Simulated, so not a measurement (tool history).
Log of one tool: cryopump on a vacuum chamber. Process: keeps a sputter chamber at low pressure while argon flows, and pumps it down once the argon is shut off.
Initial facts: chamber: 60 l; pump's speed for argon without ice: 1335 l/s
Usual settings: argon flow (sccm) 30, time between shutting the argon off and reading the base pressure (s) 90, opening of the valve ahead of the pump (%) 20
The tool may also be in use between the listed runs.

run	hour	argon flow (sccm)	time between shutting the argon off and reading the base pressure (s)	opening of the valve ahead of the pump (%)	pressure while argon flows (Pa)	pressure after the wait (uPa)
1	0.0	30	90	20	0.1908	1.35
2	15.9	27	90	20	0.1706	1.32
3	36.2	27	90	20	0.1712	1.42
4	58.6	27	90	25	0.1381	1.44
5	78.5	28	90	25	0.1421	1.45
6	96.3	28	103	25	0.1413	1.42
7	110.9	30	90	52	0.0742	1.46
8	142.3	30	90	52	0.0752	1.51
9	158.1	30	90	52	0.0750	1.59
10	184.2	30	90	52	0.0748	1.56
11	198.2	29	90	20	0.1867	1.61
12	212.5	30	90	54	0.0726	1.62
13	234.4	30	90	54	0.0734	1.65
14	257.9	30	90	54	0.0738	1.77
15	278.3	30	90	38	0.1037	1.71
16	294.3	30	90	38	0.1029	1.81
17	316.9	17	130	38	0.0585	1.60
18	343.2	17	99	20	0.1097	1.81
19	363.7	39	90	20	0.2505	1.89
20	383.7	12	167	21	0.0734	1.66
21	416.6	12	145	21	0.0745	1.70
22	442.5	12	49	17	0.0915	2.54
23	471.7	46	50	34	0.1772	2.50
24	486.7	49	50	19	0.3334	2.48
25	510.0	15	226	44	0.0468	1.71
26	525.4	30	72	20	0.1944	2.29
27	555.4	30	72	20	0.1937	2.33
28	585.7	30	72	20	0.1949	2.40
29	613.5	29	102	58	0.0673	2.22
30	644.8	38	203	20	0.2468	2.08
31	674.1	38	203	20	0.2481	2.07
32	687.8	13	279	49	0.0362	2.07

Table of differences, measured result less the result of that run with no hidden state. Run-to-run variation is the same in both. Gauge scatter possibly is not:
Hidden conditions of the tool in this case: pump's speed, % of a pump's without ice; cold plate's temperature, K; leak into the chamber, uPa l/s; drift of the gauge itself on working_pa, %; drift of the gauge itself on base_upa, %.
run	pressure while argon flows (Pa)	pressure after the wait (uPa)
1	+0.0011	+0.54
2	+0.0010	+0.57
3	+0.0011	+0.60
4	+0.0013	+0.63
5	+0.0014	+0.67
6	+0.0015	+0.68
7	+0.0018	+0.70
8	+0.0020	+0.75
9	+0.0020	+0.78
10	+0.0022	+0.80
11	+0.0022	+0.83
12	+0.0023	+0.85
13	+0.0025	+0.90
14	+0.0027	+0.97
15	+0.0027	+0.93
16	+0.0028	+0.99
17	+0.0017	+1.01
18	+0.0018	+1.08
19	+0.0043	+1.10
20	+0.0014	+1.12
21	+0.0014	+1.17
22	+0.0015	+1.25
23	+0.0061	+1.28
24	+0.0067	+1.29
25	+0.0022	+1.30
26	+0.0044	+1.35
27	+0.0046	+1.39
28	+0.0048	+1.49
29	+0.0049	+1.51
30	+0.0066	+1.62
31	+0.0069	+1.59
32	+0.0024	+1.65

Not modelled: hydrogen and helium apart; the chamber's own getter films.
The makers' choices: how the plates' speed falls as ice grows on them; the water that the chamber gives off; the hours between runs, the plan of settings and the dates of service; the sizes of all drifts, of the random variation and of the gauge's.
